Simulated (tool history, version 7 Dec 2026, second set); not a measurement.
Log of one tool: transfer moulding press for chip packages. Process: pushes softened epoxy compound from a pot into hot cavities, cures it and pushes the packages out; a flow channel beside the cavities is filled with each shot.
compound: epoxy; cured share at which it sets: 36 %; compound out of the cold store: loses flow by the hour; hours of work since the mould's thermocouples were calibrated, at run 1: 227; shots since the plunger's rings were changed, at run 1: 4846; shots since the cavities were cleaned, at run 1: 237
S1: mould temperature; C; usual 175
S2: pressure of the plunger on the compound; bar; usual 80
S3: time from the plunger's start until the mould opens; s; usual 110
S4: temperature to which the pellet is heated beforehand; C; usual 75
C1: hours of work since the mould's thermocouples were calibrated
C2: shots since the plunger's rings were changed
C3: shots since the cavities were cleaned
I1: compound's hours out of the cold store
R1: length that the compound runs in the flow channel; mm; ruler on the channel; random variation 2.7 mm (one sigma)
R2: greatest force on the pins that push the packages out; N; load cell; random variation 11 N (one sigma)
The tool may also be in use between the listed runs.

run 1 hour=0 | S1=175 S2=80 S3=110 S4=75 | C1=227 C2=4846 C3=237 | I1=27 | R1=686 R2=700
run 2 hour=31.9 | S1=175 S2=80 S3=110 S4=75 | C1=249 C2=5201 C3=592 | I1=28.6 | R1=676 R2=819
-- hour=44.4 cavities cleaned with cleaning compound and waxed
-- hour=50.1 plunger's sealing rings changed
run 3 hour=69.4 | S1=175 S2=80 S3=110 S4=75 | C1=271 C2=214 C3=249 | I1=31.6 | R1=699 R2=713
run 4 hour=96.4 | S1=180 S2=80 S3=110 S4=75 | C1=289 C2=515 C3=550 | I1=19.4 | R1=728 R2=662
-- hour=113.4 cavities cleaned with cleaning compound and waxed
run 5 hour=125 | S1=180 S2=80 S3=110 S4=75 | C1=307 C2=816 C3=129 | I1=16.8 | R1=733 R2=533
run 6 hour=150.2 | S1=175 S2=80 S3=110 S4=75 | C1=324 C2=1097 C3=410 | I1=17.3 | R1=737 R2=762
run 7 hour=169.4 | S1=175 S2=80 S3=110 S4=75 | C1=337 C2=1310 C3=623 | I1=41.3 | R1=666 R2=800
-- hour=178.9 cavities cleaned with cleaning compound and waxed
run 8 hour=189.2 | S1=175 S2=80 S3=110 S4=75 | C1=349 C2=1515 C3=115 | I1=46.8 | R1=651 R2=588
-- hour=211.4 mould's thermocouples calibrated
run 9 hour=218.1 | S1=176 S2=80 S3=110 S4=75 | C1=4 C2=1813 C3=413 | I1=26.8 | R1=698 R2=716
-- hour=247.6 cavities cleaned with cleaning compound and waxed
run 10 hour=249.3 | S1=176 S2=80 S3=110 S4=75 | C1=24 C2=2144 C3=19 | I1=33.5 | R1=682 R2=501
run 11 hour=273 | S1=176 S2=80 S3=110 S4=75 | C1=40 C2=2408 C3=283 | I1=27.6 | R1=692 R2=675
run 12 hour=303.9 | S1=176 S2=80 S3=120 S4=75 | C1=61 C2=2751 C3=626 | I1=11.9 | R1=743 R2=733
-- hour=314.5 cavities cleaned with cleaning compound and waxed
run 13 hour=334.2 | S1=176 S2=80 S3=120 S4=75 | C1=80 C2=3073 C3=220 | I1=30.2 | R1=686 R2=597
run 14 hour=354.5 | S1=176 S2=80 S3=120 S4=75 | C1=94 C2=3298 C3=445 | I1=19.3 | R1=717 R2=684
-- hour=381.5 cavities cleaned with cleaning compound and waxed
run 15 hour=391.3 | S1=183 S2=82.8 S3=98 S4=69 | C1=117 C2=3691 C3=109 | I1=16.8 | R1=724 R2=550
run 16 hour=415.9 | S1=183 S2=72.3 S3=98 S4=84 | C1=134 C2=3965 C3=383 | I1=21.4 | R1=660 R2=656
-- hour=448.1 cavities cleaned with cleaning compound and waxed
run 17 hour=448.1 | S1=175 S2=79.2 S3=110 S4=83 | C1=154 C2=4306 C3=0 | I1=14.2 | R1=718 R2=545
run 18 hour=481.7 | S1=175 S2=79.2 S3=110 S4=83 | C1=177 C2=4680 C3=374 | I1=35.6 | R1=660 R2=711
-- hour=514.9 cavities cleaned with cleaning compound and waxed
run 19 hour=514.9 | S1=175 S2=79.2 S3=110 S4=67 | C1=198 C2=5033 C3=0 | I1=46 | R1=626 R2=525
run 20 hour=533.5 | S1=180 S2=79.2 S3=110 S4=77 | C1=210 C2=5240 C3=207 | I1=21.2 | R1=690 R2=552
-- hour=548.5 plunger's sealing rings changed
run 21 hour=568.1 | S1=175 S2=80 S3=116 S4=75 | C1=232 C2=218 C3=564 | I1=26.8 | R1=707 R2=710
-- hour=584 cavities cleaned with cleaning compound and waxed
run 22 hour=592.8 | S1=175 S2=95.7 S3=116 S4=75 | C1=247 C2=477 C3=98 | I1=35.2 | R1=750 R2=561
run 23 hour=624.5 | S1=175 S2=95.7 S3=116 S4=75 | C1=268 C2=829 C3=450 | I1=34.7 | R1=749 R2=722
-- hour=651.2 cavities cleaned with cleaning compound and waxed
run 24 hour=658.5 | S1=175 S2=95.7 S3=116 S4=75 | C1=290 C2=1190 C3=80 | I1=13.8 | R1=814 R2=534
run 25 hour=688.9 | S1=177 S2=80 S3=110 S4=75 | C1=310 C2=1529 C3=419 | I1=38 | R1=663 R2=701
run 26 hour=711.4 | S1=177 S2=80 S3=110 S4=75 | C1=326 C2=1780 C3=670 | I1=16.3 | R1=734 R2=780
-- hour=716.7 cavities cleaned with cleaning compound and waxed
run 27 hour=741.4 | S1=177 S2=74.1 S3=129 S4=74 | C1=345 C2=2097 C3=276 | I1=31.3 | R1=655 R2=558
-- hour=770.2 mould's thermocouples calibrated
run 28 hour=777.6 | S1=177 S2=79.5 S3=122 S4=74 | C1=5 C2=2477 C3=656 | I1=44.5 | R1=650 R2=669

Hidden state or all else? Some run-to-run changes of R1, split into what the settings, what came in and random variation would give without the hidden state, and what is left for the hidden state (with any gauge scatter that isn't in both results):
The hidden state here: true mould temperature over the reading, C; pressure that reaches the compound, % of what is set; grip of the stained cavities, % over clean ones'; drift of the gauge itself on flow_mm, %; drift of the gauge itself on push_out_n, %.
Run 2 -> 3: cavities cleaned with cleaning compound and waxed, plunger's sealing rings changed. R1 +23 mm: hidden state +28, all else -5.
Run 20 -> 21: S1 180 -> 175, S2 79.2 -> 80, S3 110 -> 116, S4 77 -> 75, plunger's sealing rings changed. R1 +17 mm: hidden state +28, all else -11.
Run 24 -> 25: S1 175 -> 177, S2 95.7 -> 80, S3 116 -> 110. R1 -151 mm: hidden state +0, all else -151.
Run 26 -> 27: S2 80 -> 74.1, S3 110 -> 129, S4 75 -> 74, cavities cleaned with cleaning compound and waxed. R1 -79 mm: hidden state +0, all else -79.

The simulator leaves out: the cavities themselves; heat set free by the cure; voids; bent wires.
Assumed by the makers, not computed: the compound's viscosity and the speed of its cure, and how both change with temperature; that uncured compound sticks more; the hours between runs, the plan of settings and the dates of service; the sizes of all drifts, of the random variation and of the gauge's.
